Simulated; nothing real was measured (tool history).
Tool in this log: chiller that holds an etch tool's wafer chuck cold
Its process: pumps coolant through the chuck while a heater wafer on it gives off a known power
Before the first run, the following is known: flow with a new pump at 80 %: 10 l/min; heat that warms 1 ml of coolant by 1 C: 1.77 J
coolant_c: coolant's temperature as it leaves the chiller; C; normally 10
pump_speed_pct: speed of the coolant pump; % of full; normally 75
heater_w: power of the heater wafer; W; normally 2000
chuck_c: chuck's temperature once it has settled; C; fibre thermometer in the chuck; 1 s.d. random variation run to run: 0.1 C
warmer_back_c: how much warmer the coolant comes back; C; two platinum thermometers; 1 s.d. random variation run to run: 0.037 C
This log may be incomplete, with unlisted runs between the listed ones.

run    hour  coolant_c  pump_speed_pct  heater_w  chuck_c  warmer_back_c
  1     0.0         10              75      2000     28.2           7.30
  2    35.6         10              75      1877     26.9           6.85
  3    86.4         10              75      1877     26.9           6.80
  4   133.1         10              75      1877     26.9           6.79
  5   179.5         10              75      1877     27.0           6.82
  6   247.7         12              75      2000     30.0           7.23
  7   303.2         12              63      2000     32.6           8.76
  8   371.1         10              75      2000     27.9           7.23
  9   441.6         10              75      2000     28.3           7.28
 10   491.4         10              97      2000     25.1           5.46
 11   538.8         10              97      2000     24.9           5.52
 12   574.3         10              97      2000     25.2           5.48
 13   652.2         10              68      2000     29.3           8.10
 14   710.0         10              77      2000     27.7           7.06
 15   743.1         11              75      2000     29.2           7.29
 16   820.0         11              75      2000     29.0           7.24
 17   883.9         18              77      2000     35.7           7.02
 18   924.0          7              77      1079     16.5           3.84
 19   958.5          7              77      1079     16.6           3.79
 20   991.8         13              75      2597     36.5           9.37
 21  1029.6          8              77      2375     28.9           8.42
 22  1098.5          9              65      1170     20.8           4.98
 23  1176.1          8              65      1944     27.5           8.26
 24  1247.8          8              86      1381     19.2           4.28
 25  1321.1          8              86      1381     19.4           4.31
 26  1364.5         18              75      2000     36.1           7.25
 27  1418.0         18              75      2000     36.1           7.28
 28  1477.9         18              80      1579     31.5           5.33
 29  1540.9          3              64      1170     14.9           5.11

Here are 4 independent what-if runs from the current tool condition. What would each one return?
     1572.8  -- chiller's thermometer calibrated
  A  1613.7         19              95      2367        ?              ?
     1572.8  -- chiller's thermometer calibrated
  B  1613.7          3              95      1170        ?              ?
     1572.8  -- chiller's thermometer calibrated
  C  1613.7          7              85      1237        ?              ?
     1572.8  -- chiller's thermometer calibrated
  D  1613.7         16              70      2000        ?              ?

run  chuck_c  warmer_back_c
  A     37.0           6.68
  B     12.1           3.28
  C     17.3           3.91
  D     35.0           7.79
Stripped of hidden state, with their random variation kept, the same runs would have yielded:
run  chuck_c  warmer_back_c
  A     37.0           6.68
  B     12.1           3.28
  C     17.3           3.90
  D     35.0           7.78
